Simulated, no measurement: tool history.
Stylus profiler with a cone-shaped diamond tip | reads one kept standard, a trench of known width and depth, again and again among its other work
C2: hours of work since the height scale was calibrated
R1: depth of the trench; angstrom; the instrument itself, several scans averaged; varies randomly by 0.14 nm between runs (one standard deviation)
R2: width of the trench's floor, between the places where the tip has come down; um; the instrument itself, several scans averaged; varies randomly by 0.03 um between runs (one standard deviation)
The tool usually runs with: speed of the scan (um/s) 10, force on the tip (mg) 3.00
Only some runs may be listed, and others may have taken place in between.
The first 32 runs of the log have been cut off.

Run 33, hour 445.7: usual settings but force on the tip (mg) 1.23; scans with this tip 6237; C2 674. Result: R1 5037.6 angstrom, R2 26.95 um.
Run 34, hour 459.8: usual settings but speed of the scan (um/s) 5, force on the tip (mg) 4.30; scans with this tip 6341; C2 685. Result: R1 5080.8 angstrom, R2 26.93 um.
Run 35, hour 470.5: usual settings but speed of the scan (um/s) 5, force on the tip (mg) 4.30; scans with this tip 6420; C2 694. Result: R1 5082.2 angstrom, R2 26.93 um.
Run 36, hour 486.4: usual settings but speed of the scan (um/s) 4, force on the tip (mg) 1.96; scans with this tip 6538; C2 706. Result: R1 5046.2 angstrom, R2 27.01 um.
Run 37, hour 496.3: usual settings but speed of the scan (um/s) 24, force on the tip (mg) 3.55; scans with this tip 6611; C2 714. Result: R1 5071.1 angstrom, R2 26.95 um.
Run 38, hour 505.0: usual settings but speed of the scan (um/s) 20, force on the tip (mg) 1.31; scans with this tip 6675; C2 721. Result: R1 5038.2 angstrom, R2 26.90 um.
Run 39, hour 516.0: usual settings but speed of the scan (um/s) 5, force on the tip (mg) 1.04; scans with this tip 6757; C2 730. Result: R1 5032.4 angstrom, R2 27.01 um.
Run 40, hour 533.1: usual settings but force on the tip (mg) 2.35; scans with this tip 6882; C2 744. Result: R1 5057.4 angstrom, R2 26.98 um.
Run 41, hour 544.4: usual settings but force on the tip (mg) 5.26; scans with this tip 6966; C2 753. Result: R1 5096.8 angstrom, R2 26.94 um.
Run 42, hour 561.0: usual settings but force on the tip (mg) 5.26; scans with this tip 7089; C2 766. Result: R1 5095.7 angstrom, R2 26.97 um.
Run 43, hour 578.6: usual settings but force on the tip (mg) 5.26; scans with this tip 7219; C2 780. Result: R1 5093.7 angstrom, R2 26.98 um.
Run 44, hour 590.7: usual settings but force on the tip (mg) 5.26; scans with this tip 7308; C2 790. Result: R1 5095.9 angstrom, R2 26.99 um.
Run 45, hour 598.0: usual settings but speed of the scan (um/s) 11, force on the tip (mg) 1.09; scans with this tip 7362; C2 796. Result: R1 5032.9 angstrom, R2 26.89 um.

Forecast each of these 4 alternatives for the next run:
Run A, hour 613.1: usual settings but force on the tip (mg) 1.75; scans with this tip 7473; C2 808. Result: R1 ?, R2 ?.
Run B, hour 613.1: usual settings but speed of the scan (um/s) 2, force on the tip (mg) 2.66; scans with this tip 7473; C2 808. Result: R1 ?, R2 ?.
Run C, hour 613.1: usual settings but speed of the scan (um/s) 23, force on the tip (mg) 2.86; scans with this tip 7473; C2 808. Result: R1 ?, R2 ?.
Run D, hour 613.1: usual settings but speed of the scan (um/s) 3, force on the tip (mg) 2.62; scans with this tip 7473; C2 808. Result: R1 ?, R2 ?.

run      R1     R2
  A  5045.2  26.96
  B  5060.9  26.99
  C  5064.9  26.88
  D  5059.6  27.01
Without the tool's hidden state the same runs would have given:
run      R1     R2
  A  5045.5  26.97
  B  5061.2  27.00
  C  5065.2  26.89
  D  5059.8  27.02

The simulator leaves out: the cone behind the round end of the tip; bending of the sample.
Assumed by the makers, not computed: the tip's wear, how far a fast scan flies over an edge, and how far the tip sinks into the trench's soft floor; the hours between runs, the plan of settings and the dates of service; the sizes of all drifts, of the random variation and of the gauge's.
